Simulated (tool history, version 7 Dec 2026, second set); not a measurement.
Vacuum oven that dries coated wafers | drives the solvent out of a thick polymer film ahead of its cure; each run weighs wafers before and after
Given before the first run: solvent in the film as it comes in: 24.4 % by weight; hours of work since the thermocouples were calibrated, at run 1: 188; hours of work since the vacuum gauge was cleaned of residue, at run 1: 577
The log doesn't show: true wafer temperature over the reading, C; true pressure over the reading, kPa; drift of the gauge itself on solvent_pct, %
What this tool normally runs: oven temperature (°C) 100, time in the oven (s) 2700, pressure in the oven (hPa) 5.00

| run | hour | oven temperature (°C) | time in the oven (s) | pressure in the oven (hPa) | hours of work since the thermocouples were calibrated | hours of work since the vacuum gauge was cleaned of residue | solvent left in the film (%) |
|---|---|---|---|---|---|---|---|
| 1 | 0.0 | 100 | 2700 | 5.00 | 188 | 577 | 1.26 |
| 2 | 21.3 | 100 | 1560 | 5.00 | 202 | 591 | 3.84 |
| 3 | 56.4 | 100 | 2700 | 18.56 | 225 | 613 | 1.67 |
| 4 | 78.7 | 100 | 2700 | 18.56 | 240 | 628 | 1.66 |
| 5 | 111.4 | 100 | 2700 | 18.56 | 261 | 649 | 1.70 |
| 6 | 142.8 | 100 | 2700 | 5.00 | 282 | 670 | 1.21 |
| 7 | 161.4 | 100 | 2700 | 5.00 | 294 | 682 | 1.25 |
| 8 | 197.3 | 100 | 2400 | 5.00 | 317 | 705 | 1.55 |
| 9 | 234.4 | 100 | 2400 | 5.00 | 341 | 730 | 1.53 |
| 10 | 272.7 | 100 | 2400 | 5.00 | 366 | 755 | 1.53 |
| 11 | 303.0 | 100 | 2400 | 5.00 | 386 | 774 | 1.59 |
|  | 307.3 | vacuum gauge cleaned of residue and calibrated |
| 12 | 336.3 | 100 | 2700 | 12.67 | 407 | 19 | 1.45 |
| 13 | 364.9 | 100 | 2700 | 12.67 | 426 | 38 | 1.37 |
| 14 | 404.4 | 100 | 2700 | 12.67 | 451 | 63 | 1.45 |
| 15 | 426.1 | 100 | 2700 | 12.67 | 466 | 78 | 1.42 |
| 16 | 452.5 | 100 | 2700 | 12.67 | 483 | 95 | 1.43 |
|  | 488.8 | vacuum gauge cleaned of residue and calibrated, once more |
| 17 | 491.6 | 100 | 2700 | 12.67 | 507 | 2 | 1.26 |
| 18 | 528.2 | 100 | 2700 | 5.00 | 531 | 26 | 1.06 |
| 19 | 549.3 | 115 | 2520 | 3.14 | 545 | 40 | 0.07 |
| 20 | 586.9 | 112 | 2160 | 10.38 | 570 | 64 | 0.40 |
| 21 | 625.0 | 111 | 2040 | 10.38 | 595 | 89 | 0.60 |
| 22 | 653.3 | 111 | 2040 | 10.38 | 613 | 107 | 0.55 |
| 23 | 692.2 | 111 | 2040 | 10.38 | 638 | 133 | 0.50 |
| 24 | 727.2 | 86 | 2700 | 16.41 | 661 | 156 | 5.38 |
| 25 | 748.2 | 96 | 4080 | 10.12 | 675 | 169 | 0.78 |
| 26 | 786.3 | 109 | 1560 | 8.78 | 700 | 194 | 1.26 |
| 27 | 806.5 | 98 | 4260 | 5.00 | 713 | 207 | 0.36 |
| 28 | 837.8 | 98 | 4740 | 4.21 | 733 | 228 | 0.28 |
| 29 | 869.3 | 98 | 2040 | 4.21 | 754 | 248 | 2.47 |
| 30 | 904.8 | 98 | 2040 | 4.21 | 777 | 272 | 2.41 |
| 31 | 924.6 | 104 | 2700 | 3.72 | 790 | 285 | 0.50 |
| 32 | 953.7 | 107 | 3900 | 9.18 | 809 | 304 | 0.20 |
| 33 | 996.4 | 107 | 3900 | 9.18 | 837 | 331 | 0.30 |
| 34 | 1030.9 | 108 | 1500 | 8.76 | 860 | 354 | 1.62 |
| 35 | 1056.4 | 100 | 1560 | 3.37 | 876 | 371 | 3.26 |
| 36 | 1074.1 | 100 | 1560 | 3.37 | 888 | 382 | 3.25 |

The logged runs with the hidden state left out (each run's random variation unchanged):
| run | solvent left in the film (%) |
|---|---|
| 1 | 1.20 |
| 2 | 3.80 |
| 3 | 1.62 |
| 4 | 1.62 |
| 5 | 1.66 |
| 6 | 1.17 |
| 7 | 1.22 |
| 8 | 1.53 |
| 9 | 1.52 |
| 10 | 1.53 |
| 11 | 1.59 |
| 12 | 1.42 |
| 13 | 1.34 |
| 14 | 1.43 |
| 15 | 1.39 |
| 16 | 1.41 |
| 17 | 1.37 |
| 18 | 1.17 |
| 19 | 0.08 |
| 20 | 0.44 |
| 21 | 0.66 |
| 22 | 0.61 |
| 23 | 0.56 |
| 24 | 5.76 |
| 25 | 0.87 |
| 26 | 1.43 |
| 27 | 0.40 |
| 28 | 0.30 |
| 29 | 2.77 |
| 30 | 2.72 |
| 31 | 0.59 |
| 32 | 0.20 |
| 33 | 0.30 |
| 34 | 1.88 |
| 35 | 3.68 |
| 36 | 3.67 |
